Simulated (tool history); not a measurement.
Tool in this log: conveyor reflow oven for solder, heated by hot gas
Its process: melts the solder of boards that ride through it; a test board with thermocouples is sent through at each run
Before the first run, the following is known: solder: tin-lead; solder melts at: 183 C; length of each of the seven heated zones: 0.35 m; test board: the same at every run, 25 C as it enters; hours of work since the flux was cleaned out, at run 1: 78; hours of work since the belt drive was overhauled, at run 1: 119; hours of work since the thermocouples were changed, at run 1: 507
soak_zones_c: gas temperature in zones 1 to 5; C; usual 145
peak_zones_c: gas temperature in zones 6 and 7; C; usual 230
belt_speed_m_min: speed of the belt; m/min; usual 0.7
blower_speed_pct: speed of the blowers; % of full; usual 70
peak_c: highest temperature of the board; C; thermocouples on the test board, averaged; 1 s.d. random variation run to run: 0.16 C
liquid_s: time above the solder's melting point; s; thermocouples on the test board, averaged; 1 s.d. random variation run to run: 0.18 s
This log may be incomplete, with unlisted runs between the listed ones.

run,hour,soak_zones_c,peak_zones_c,belt_speed_m_min,blower_speed_pct,hours of work since the flux was cleaned out,hours of work since the belt drive was overhauled,hours of work since the thermocouples were changed,peak_c,liquid_s
1,0,145,230,0.7,70,78,119,507,213.4,44
2,7.7,145,230,0.7,70,83,123,512,213.2,44
3,16.7,145,230,0.7,70,88,129,517,213.2,44.2
4,25.1,145,230,0.7,70,93,134,523,213.1,44.1
5,33.3,145,230,0.7,70,98,139,528,212.9,44.3
6,40.4,145,230,0.7,70,103,143,532,213.2,43.8
7,48.7,145,230,0.7,70,108,148,537,212.9,44
8,55.7,146,230,0.7,70,112,153,541,213.2,44.6
9,63.1,157,230,0.7,70,116,157,546,215.5,49.9
10,66.9,157,230,0.7,70,119,159,548,215.9,49.8
11,74.1,157,230,0.7,70,123,164,552,215.3,49.6
12,80.2,145,230,0.7,70,127,167,556,212.9,43.8
13,87.5,145,230,0.7,70,131,172,560,213.1,43.7
14,92,145,230,0.7,70,134,175,563,212.9,43.6
15,97.7,145,230,0.7,64,138,178,567,210.8,42.4
16,102.6,145,230,0.7,64,141,181,570,211.2,42
# hour 108.2: flux residue cleaned out of gas plates and filters
17,115.7,145,230,0.7,64,5,186,575,210.8,42.1
18,120.3,145,230,0.7,64,7,189,577,210.8,42.1
19,124.7,146,243,0.734,87,10,191,580,226.3,49.9
20,133.5,151,230,0.74,70,15,197,585,212,43
21,139.1,151,230,0.74,70,19,200,589,212.3,42.5
22,144.7,130,229,0.725,88,22,204,592,212,38.2
23,150.5,130,229,0.725,88,26,207,596,211.9,37.9
24,154.4,145,230,0.581,60,28,210,598,215.5,55.4
# hour 163.2: flux residue cleaned out of gas plates and filters, once more
25,166.5,145,230,0.567,51,2,214,602,214.8,56
26,174.7,157,239,0.567,51,7,219,607,224.8,68.1
27,183.2,131,239,0.567,76,12,224,613,227.9,61.3
28,192.1,131,239,0.589,76,18,229,618,226.8,58.2
29,198.3,159,218,0.719,61,21,233,622,204.2,40.6
30,204.5,152,230,0.684,70,25,237,626,216.4,50.5
31,210.3,152,219,0.684,67,29,240,629,206.3,42.7
32,214.3,152,219,0.684,67,31,243,631,206.4,42.7

A few steps of peak_c between consecutive runs. Split each: what settings, incoming material and random variation would produce without the hidden state, and what is left over for the hidden state, along with gauge scatter present in only one of the two compared results (measured, and without hidden state):
Hidden state at play: heat that the gas passes to the board, % of a clean oven's; belt's true speed, % of the reading; true gas temperature in zones 6 and 7 over the reading, C; drift of the gauge itself on peak_c, C; drift of the gauge itself on liquid_s, %.
Run 18 -> 19: soak_zones_c 145 -> 146, peak_zones_c 230 -> 243, belt_speed_m_min 0.7 -> 0.734, blower_speed_pct 64 -> 87. peak_c +15.5 C: hidden state -0.4, all else +15.9.
Run 19 -> 20: soak_zones_c 146 -> 151, peak_zones_c 243 -> 230, belt_speed_m_min 0.734 -> 0.74, blower_speed_pct 87 -> 70. peak_c -14.3 C: hidden state +0.3, all else -14.6.
Run 21 -> 22: soak_zones_c 151 -> 130, peak_zones_c 230 -> 229, belt_speed_m_min 0.74 -> 0.725, blower_speed_pct 70 -> 88. peak_c -0.3 C: hidden state -0.5, all else +0.2.
Run 23 -> 24: soak_zones_c 130 -> 145, peak_zones_c 229 -> 230, belt_speed_m_min 0.725 -> 0.581, blower_speed_pct 88 -> 60. peak_c +3.6 C: hidden state +1, all else +2.6.
Run 24 -> 25: belt_speed_m_min 0.581 -> 0.567, blower_speed_pct 60 -> 51, flux residue cleaned out of gas plates and filters, once more. peak_c -0.7 C: hidden state +1.3, all else -2.
Run 28 -> 29: soak_zones_c 131 -> 159, peak_zones_c 239 -> 218, belt_speed_m_min 0.589 -> 0.719, blower_speed_pct 76 -> 61. peak_c -22.6 C: hidden state -0.2, all else -22.4.
